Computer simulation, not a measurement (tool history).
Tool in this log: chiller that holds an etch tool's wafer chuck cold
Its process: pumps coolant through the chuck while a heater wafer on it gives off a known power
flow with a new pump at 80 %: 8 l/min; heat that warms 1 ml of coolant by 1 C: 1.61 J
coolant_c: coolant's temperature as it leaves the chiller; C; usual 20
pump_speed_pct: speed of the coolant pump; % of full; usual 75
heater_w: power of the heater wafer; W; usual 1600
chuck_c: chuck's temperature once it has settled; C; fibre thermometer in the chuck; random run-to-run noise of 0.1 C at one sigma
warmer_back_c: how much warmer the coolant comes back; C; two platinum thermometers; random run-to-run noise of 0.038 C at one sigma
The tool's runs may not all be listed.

| run | hour | coolant_c | pump_speed_pct | heater_w | chuck_c | warmer_back_c |
|---|---|---|---|---|---|---|
| 1 | 0 | 20 | 75 | 1600 | 34.6 | 8.45 |
| 2 | 71.7 | 20 | 75 | 1600 | 34.9 | 8.5 |
| 3 | 168.4 | 20 | 75 | 1600 | 35 | 8.52 |
| 4 | 241.2 | 20 | 75 | 1600 | 35.1 | 8.57 |
| 5 | 287.9 | 20 | 75 | 1516 | 34.2 | 8.11 |
| 6 | 354.2 | 20 | 75 | 1516 | 34.3 | 8.12 |
| 7 | 425 | 13 | 74 | 2322 | 35.2 | 12.61 |
| 8 | 507.5 | 29 | 99 | 1971 | 43.8 | 7.76 |
| 9 | 557.3 | 29 | 99 | 1971 | 43.9 | 7.69 |
| 10 | 624 | 14 | 75 | 1034 | 23.9 | 5.53 |
| 11 | 712.1 | 10 | 75 | 1990 | 29 | 10.73 |

Each row is a separate what-if for the run after 11, all from the same tool condition, not one after another. Results?
| A | 783.3 | 10 | 93 | 1990 | ? | ? |
| B | 783.3 | 10 | 100 | 1932 | ? | ? |
| C | 783.3 | 20 | 98 | 1600 | ? | ? |
| D | 783.3 | 10 | 75 | 1950 | ? | ? |

| run | chuck_c | warmer_back_c |
|---|---|---|
| A | 26 | 8.41 |
| B | 24.8 | 7.58 |
| C | 32.3 | 6.4 |
| D | 28.7 | 10.53 |
Had the tool no hidden state, the same runs would have come out as:
| run | chuck_c | warmer_back_c |
|---|---|---|
| A | 24 | 7.8 |
| B | 22.9 | 7.04 |
| C | 30.7 | 5.95 |
| D | 26.4 | 9.78 |
